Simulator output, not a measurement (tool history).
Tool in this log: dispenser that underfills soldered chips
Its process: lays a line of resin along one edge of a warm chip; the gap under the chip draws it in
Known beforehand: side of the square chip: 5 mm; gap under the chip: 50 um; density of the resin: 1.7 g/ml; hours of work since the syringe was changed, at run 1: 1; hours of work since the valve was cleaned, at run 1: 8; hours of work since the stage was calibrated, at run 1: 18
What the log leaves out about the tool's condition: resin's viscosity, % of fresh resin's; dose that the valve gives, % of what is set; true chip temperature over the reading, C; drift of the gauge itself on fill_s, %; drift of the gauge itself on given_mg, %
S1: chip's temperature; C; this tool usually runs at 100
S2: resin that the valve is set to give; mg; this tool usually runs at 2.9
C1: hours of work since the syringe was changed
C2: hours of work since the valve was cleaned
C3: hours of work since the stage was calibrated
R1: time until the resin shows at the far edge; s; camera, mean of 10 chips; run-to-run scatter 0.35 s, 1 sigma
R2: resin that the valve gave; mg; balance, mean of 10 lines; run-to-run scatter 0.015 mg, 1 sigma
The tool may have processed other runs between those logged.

run,hour,S1,S2,C1,C2,C3,R1,R2
1,0,100,2.9,1,8,18,19.9,2.88
2,5.2,100,3.33,4,11,21,22.1,3.28
3,10.4,100,3.33,8,15,24,26,3.25
# hour 13.7: new syringe of resin
4,18.2,100,2.9,3,19,29,22,2.86
5,23.9,100,2.9,6,23,32,25.3,2.81
# hour 29.3: new syringe of resin
6,31.2,100,2.9,1,27,36,20.5,2.84
7,36.3,100,2.9,4,30,40,22.9,2.82
8,43,106,2.9,8,34,44,22,2.82
# hour 45: new syringe of resin
9,49.1,106,2.9,3,38,47,17.1,2.8
10,57,98,2.9,7,43,52,28.5,2.8
# hour 60.8: new syringe of resin
11,62,87,2.9,1,45,55,33.1,2.79
12,66.4,87,2.9,3,48,58,37.5,2.77
13,72.2,87,2.9,7,52,61,43.5,2.77
# hour 77.1: new syringe of resin
14,78,87,2.9,1,55,64,32.4,2.78
15,85.3,87,2.9,5,60,69,38.6,2.76
16,90,87,2.66,8,62,72,46.5,2.51
# hour 93.4: new syringe of resin
17,94.8,112,3.05,1,65,75,12.9,2.89
18,98.4,100,3.13,3,67,77,22.2,2.97
19,103.2,96,3.29,6,70,80,29.5,3.08
20,107.1,92,2.9,8,73,82,39,2.71
# hour 109.1: new syringe of resin
21,116,103,3.58,4,78,87,19,3.34
22,121.7,97,3.37,8,81,91,29.7,3.13
# hour 124.8: new syringe of resin
23,126.4,97,3.37,1,84,94,22.7,3.15
24,130.4,86,2.76,3,87,96,40.8,2.57
25,135.9,107,3.51,7,90,99,20.2,3.25
# hour 140.4: new syringe of resin
26,142.6,108,3.51,1,94,103,14.8,3.25
27,151.1,108,3.51,7,99,108,18.4,3.23
# hour 156.4: new syringe of resin
28,158.8,103,2.92,1,104,113,18.4,2.68
29,163.8,85,3.38,4,107,116,41.9,3.07

Predict each of these 3 candidate next runs independently; none follows another, all start after run 29:
A,167.5,97,3.66,7,109,118,?,?
B,167.5,106,3.61,7,109,118,?,?
C,167.5,113,3.67,7,109,118,?,?

run,R1,R2
A,28.2,3.34
B,20.2,3.3
C,16,3.34
Without the tool's unlogged condition, the same runs would have read:
run,R1,R2
A,20.7,3.68
B,14.8,3.62
C,11.8,3.67
